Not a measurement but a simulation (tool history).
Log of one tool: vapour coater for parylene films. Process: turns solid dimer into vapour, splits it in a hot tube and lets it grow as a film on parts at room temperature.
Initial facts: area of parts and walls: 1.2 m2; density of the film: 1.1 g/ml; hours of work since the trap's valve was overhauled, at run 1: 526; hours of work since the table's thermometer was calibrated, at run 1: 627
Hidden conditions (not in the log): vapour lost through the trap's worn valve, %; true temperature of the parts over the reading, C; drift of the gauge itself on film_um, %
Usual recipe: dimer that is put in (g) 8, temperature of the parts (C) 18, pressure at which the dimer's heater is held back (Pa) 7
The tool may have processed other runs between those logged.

| run | day | dimer that is put in (g) | temperature of the parts (C) | pressure at which the dimer's heater is held back (Pa) | hours of work since the trap's valve was overhauled | hours of work since the table's thermometer was calibrated | thickness of the film (um) |
|---|---|---|---|---|---|---|---|
| 1 | 0 | 8 | 18 | 7 | 526 | 627 | 3.82 |
| 2 | 1.1 | 11 | 18 | 7 | 549 | 649 | 5.1 |
| 3 | 2.212 | 8 | 18 | 7 | 572 | 672 | 3.71 |
| 4 | 4.212 | 8 | 18 | 7 | 614 | 714 | 3.67 |
| 5 | 5.279 | 8 | 18 | 7 | 636 | 736 | 3.69 |
|  | 6.817 | trap's valve overhauled |
| 6 | 7.104 | 8 | 18 | 7 | 6 | 770 | 3.52 |
| 7 | 8.725 | 8 | 18 | 7 | 39 | 804 | 3.49 |
| 8 | 10.342 | 8 | 18 | 7 | 73 | 837 | 3.43 |
| 9 | 12.533 | 8 | 18 | 7 | 118 | 883 | 3.44 |
| 10 | 13.571 | 8 | 18 | 7 | 140 | 904 | 3.4 |
| 11 | 15.812 | 8 | 18 | 7 | 186 | 951 | 3.4 |
|  | 17.758 | trap's valve overhauled, once more |
| 12 | 18.096 | 8 | 18 | 7 | 7 | 995 | 4.04 |
| 13 | 20.208 | 8 | 18 | 7 | 51 | 1038 | 4.1 |
| 14 | 22.467 | 8 | 18 | 7 | 98 | 1085 | 4.02 |
| 15 | 23.796 | 8 | 18 | 7 | 125 | 1113 | 3.96 |
| 16 | 25.546 | 8 | 18 | 7 | 161 | 1149 | 3.97 |
| 17 | 26.767 | 8 | 18 | 7 | 187 | 1174 | 3.95 |
| 18 | 28.171 | 8 | 18 | 7 | 216 | 1203 | 3.97 |
| 19 | 29.221 | 8 | 19 | 7 | 237 | 1225 | 3.88 |
| 20 | 31.421 | 8 | 19 | 7 | 283 | 1271 | 3.84 |
|  | 32.408 | table's thermometer calibrated |
| 21 | 32.408 | 8 | 19 | 7 | 303 | 0 | 3.8 |
| 22 | 33.458 | 8 | 19 | 7 | 324 | 22 | 3.75 |
| 23 | 35.042 | 11 | 19 | 7 | 357 | 54 | 5.12 |
| 24 | 36.917 | 11 | 18 | 6.42 | 396 | 93 | 5.2 |
| 25 | 38.483 | 11 | 18 | 6.42 | 428 | 126 | 5.15 |
| 26 | 39.554 | 4 | 15 | 5.62 | 451 | 148 | 2.04 |
| 27 | 41.171 | 4 | 15 | 5.62 | 484 | 181 | 2 |
| 28 | 43.171 | 11 | 18 | 7 | 526 | 223 | 5.05 |
| 29 | 45.396 | 8 | 19 | 2.43 | 572 | 269 | 3.79 |
| 30 | 46.371 | 4 | 19 | 4.42 | 592 | 289 | 1.85 |
| 31 | 47.962 | 5 | 18 | 2.62 | 625 | 322 | 2.33 |
| 32 | 49.542 | 5 | 18 | 3.17 | 657 | 355 | 2.31 |
|  | 50.046 | trap's valve overhauled |
| 33 | 51.654 | 4 | 11 | 7.16 | 33 | 395 | 2.27 |
| 34 | 52.717 | 4 | 11 | 7.16 | 55 | 417 | 2.31 |
| 35 | 54.654 | 9 | 13 | 2.59 | 95 | 457 | 5.23 |
| 36 | 56.054 | 9 | 11 | 6.88 | 124 | 486 | 5.16 |
| 37 | 57.571 | 4 | 11 | 7.67 | 156 | 518 | 2.29 |
| 38 | 59.1 | 11 | 18 | 7 | 188 | 549 | 5.36 |
| 39 | 60.021 | 8 | 23 | 11.6 | 207 | 568 | 3.52 |
| 40 | 62.188 | 8 | 23 | 11.6 | 252 | 613 | 3.47 |
| 41 | 64.079 | 13 | 17 | 3.78 | 291 | 653 | 6.67 |
| 42 | 66.046 | 5 | 17 | 4.04 | 331 | 693 | 2.47 |
| 43 | 67.583 | 8 | 30 | 7 | 363 | 725 | 3.04 |
| 44 | 69.479 | 6 | 15 | 5.26 | 403 | 764 | 3.06 |
| 45 | 70.454 | 6 | 15 | 5.26 | 423 | 785 | 3.03 |
| 46 | 72.038 | 6 | 15 | 5.26 | 456 | 817 | 3.02 |

Forecast each of these 5 alternatives for the next run:
| A | 73.25 | 9 | 20 | 5.26 | 481 | 843 | ? |
| B | 73.25 | 9 | 18 | 2.66 | 481 | 843 | ? |
| C | 73.25 | 14 | 15 | 2.86 | 481 | 843 | ? |
| D | 73.25 | 4 | 12 | 3.02 | 481 | 843 | ? |
| E | 73.25 | 3 | 18 | 9.84 | 481 | 843 | ? |

| run | thickness of the film (um) |
|---|---|
| A | 4.11 |
| B | 4.45 |
| C | 7.35 |
| D | 2.17 |
| E | 1.4 |
Stripped of hidden state, with their random variation kept, the same runs would have yielded:
| run | thickness of the film (um) |
|---|---|
| A | 4.47 |
| B | 4.84 |
| C | 7.99 |
| D | 2.36 |
| E | 1.52 |

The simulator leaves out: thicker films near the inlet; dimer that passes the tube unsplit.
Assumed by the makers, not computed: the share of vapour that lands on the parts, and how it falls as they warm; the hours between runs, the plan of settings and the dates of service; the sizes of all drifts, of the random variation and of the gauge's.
